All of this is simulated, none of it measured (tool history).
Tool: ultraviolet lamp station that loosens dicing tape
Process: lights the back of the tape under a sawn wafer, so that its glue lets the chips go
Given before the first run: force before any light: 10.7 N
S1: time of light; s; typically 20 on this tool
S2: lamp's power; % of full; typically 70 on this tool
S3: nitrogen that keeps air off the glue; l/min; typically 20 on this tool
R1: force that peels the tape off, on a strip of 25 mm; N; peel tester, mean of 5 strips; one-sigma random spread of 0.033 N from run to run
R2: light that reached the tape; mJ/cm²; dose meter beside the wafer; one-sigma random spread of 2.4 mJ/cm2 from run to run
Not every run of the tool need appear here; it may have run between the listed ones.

| run | hour | S1 | S2 | S3 | R1 | R2 |
|---|---|---|---|---|---|---|
| 1 | 0.0 | 20 | 70 | 20 | 2.169 | 214 |
| 2 | 6.6 | 20 | 70 | 20 | 2.127 | 210 |
| 3 | 13.9 | 39 | 70 | 20 | 0.610 | 409 |
| 4 | 25.8 | 20 | 70 | 20 | 2.186 | 212 |
| 5 | 34.1 | 20 | 70 | 35 | 1.652 | 207 |
| 6 | 47.7 | 20 | 70 | 20 | 2.189 | 202 |
| 7 | 56.3 | 20 | 93 | 20 | 1.328 | 281 |
| 8 | 65.7 | 20 | 76 | 20 | 1.987 | 221 |
| 9 | 79.1 | 20 | 76 | 20 | 1.996 | 224 |
| 10 | 89.7 | 21 | 70 | 20 | 2.140 | 215 |
| 11 | 99.5 | 21 | 70 | 20 | 2.154 | 212 |
| 12 | 108.0 | 21 | 70 | 20 | 2.125 | 212 |
| 13 | 121.8 | 21 | 70 | 20 | 2.143 | 214 |
| 14 | 133.0 | 21 | 70 | 20 | 2.218 | 210 |
| 15 | 146.0 | 27 | 88 | 11 | 1.421 | 340 |
| 16 | 161.5 | 11 | 76 | 7 | 5.821 | 118 |
| 17 | 173.1 | 11 | 76 | 28 | 3.945 | 118 |
| 18 | 184.6 | 11 | 92 | 7 | 5.358 | 141 |
| 19 | 195.6 | 26 | 70 | 10 | 2.411 | 250 |
| 20 | 211.0 | 20 | 84 | 17 | 2.030 | 233 |
| 21 | 222.6 | 10 | 96 | 20 | 3.939 | 132 |
| 22 | 235.6 | 15 | 80 | 9 | 4.314 | 164 |
| 23 | 247.9 | 38 | 80 | 9 | 1.125 | 412 |
| 24 | 260.5 | 39 | 95 | 20 | 0.358 | 499 |
| 25 | 267.8 | 39 | 95 | 20 | 0.365 | 502 |
| 26 | 281.6 | 20 | 97 | 20 | 1.520 | 261 |
| 27 | 288.9 | 26 | 85 | 12 | 1.728 | 298 |

Alternative continuations, all from the tool just after run 27; predict every row:
| A | 300.3 | 18 | 85 | 12 | ? | ? |
| B | 300.3 | 38 | 83 | 21 | ? | ? |
| C | 300.3 | 20 | 83 | 20 | ? | ? |

| run | R1 | R2 |
|---|---|---|
| A | 3.010 | 208 |
| B | 0.529 | 419 |
| C | 1.962 | 218 |
Without the tool's unlogged condition, the same runs would have read:
| run | R1 | R2 |
|---|---|---|
| A | 1.957 | 279 |
| B | 0.280 | 566 |
| C | 1.146 | 295 |
